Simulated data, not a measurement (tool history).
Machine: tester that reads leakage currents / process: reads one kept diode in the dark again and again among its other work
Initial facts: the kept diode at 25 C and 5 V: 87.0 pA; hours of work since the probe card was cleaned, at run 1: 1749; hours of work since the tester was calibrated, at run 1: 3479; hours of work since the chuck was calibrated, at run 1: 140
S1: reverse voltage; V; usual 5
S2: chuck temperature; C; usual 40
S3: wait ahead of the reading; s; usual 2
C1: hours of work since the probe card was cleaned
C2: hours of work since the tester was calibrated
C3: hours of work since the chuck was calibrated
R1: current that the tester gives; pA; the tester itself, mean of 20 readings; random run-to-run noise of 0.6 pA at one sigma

run      day     S1  S2    S3    C1    C2    C3      R1
  1        0      5  40     2  1749  3479   140  269.85
  2     4.55      5  47     2  1796  3526   187  435.72
  3   12.467      5  47     2  1877  3607   268   434.9
  4   16.517      5  47     2  1919  3649   310  432.95
  5   20.329      5  40     2  1958  3688   349   268.4
  6    28.45      5  40     2  2042  3772   433  267.99
  7   33.908      5  40     2  2098  3828   489  267.95
  8   42.221   2.32  40     2  2183  3913   574  167.84
  9   47.088   2.32  40     2  2233  3964   624  168.45
 10   51.083      5  40     2  2274  4005   665   265.5
 11   54.858      5  40     2  2313  4043   704  264.66
 12   62.617      5  40  0.82  2393  4123   784  267.22
 13   66.446  17.64  40  0.82  2433  4163   824  567.36
 14   75.392  17.64  40  0.82  2525  4255   916  568.19
 15   81.083  17.64  40  0.82  2583  4313   974  566.41
 16   88.154      5  40     2  2656  4386  1047   263.8
 17    93.55      5  40     2  2712  4442  1102  263.85
 18  100.283      5  40     2  2781  4511  1172  262.32
 19  107.421      5  24     2  2854  4584  1245   82.87
 20  114.421      5  24   1.9  2926  4656  1317   82.88
 21  118.629      5  52  1.31  2970  4700  1361  585.71
 22  127.429      5  52  1.31  3060  4790  1451   585.1
 23  131.588  19.25  40  0.66  3103  4833  1494  591.47
 24  135.662  19.25  40  0.66  3145  4875  1536  589.77
 25  144.438  19.25  40  0.66  3235  4965  1626  588.58
 26  152.579  19.25  40  0.66  3319  5049  1710  587.93
     154.296  -- chuck's temperature calibrated
 27  156.454   2.08  52  0.61  3358  5088    22  365.91
 28  164.417   8.83  30  3.14  3440  5170   104  192.68
 29  173.321   4.81  55  9.11  3532  5262   196  727.64
       174.3  -- probe card cleaned and baked
 30  178.408  10.29  42  2.34    42  5313   247   477.6
 31  184.004   1.03  40  1.62   100  5370   304   105.9
 32    191.1   1.03  40  1.62   173  5443   377   105.3
     194.292  -- tester calibrated
 33  197.779   1.69  40  3.23   241    36   445   137.8
 34  206.317   1.59  40  6.92   329   124   533   132.3
 35  211.883   9.68  40  8.78   386   181   590  384.78
 36  216.654   5.47  30  1.18   435   230   640  133.04
 37  224.646   5.47  30  1.18   517   312   722  133.07
 38  230.204   3.85  25     2   574   370   779   73.59

What if the next run were any one of these 4? Each begins from the tool's condition after run 38:
  A  236.404  4.39  48  0.63  638  433  843   ?
  B  236.404   2.9  29     2  638  433  843   ?
  C  236.404     5  36  0.64  638  433  843   ?
  D  236.404     5  29     2  638  433  843   ?

run      R1
  A   416.8
  B   84.25
  C  196.39
  D  116.95
Without the tool's unlogged condition, the same runs would have read:
run      R1
  A  426.77
  B   86.16
  C   200.9
  D  119.41
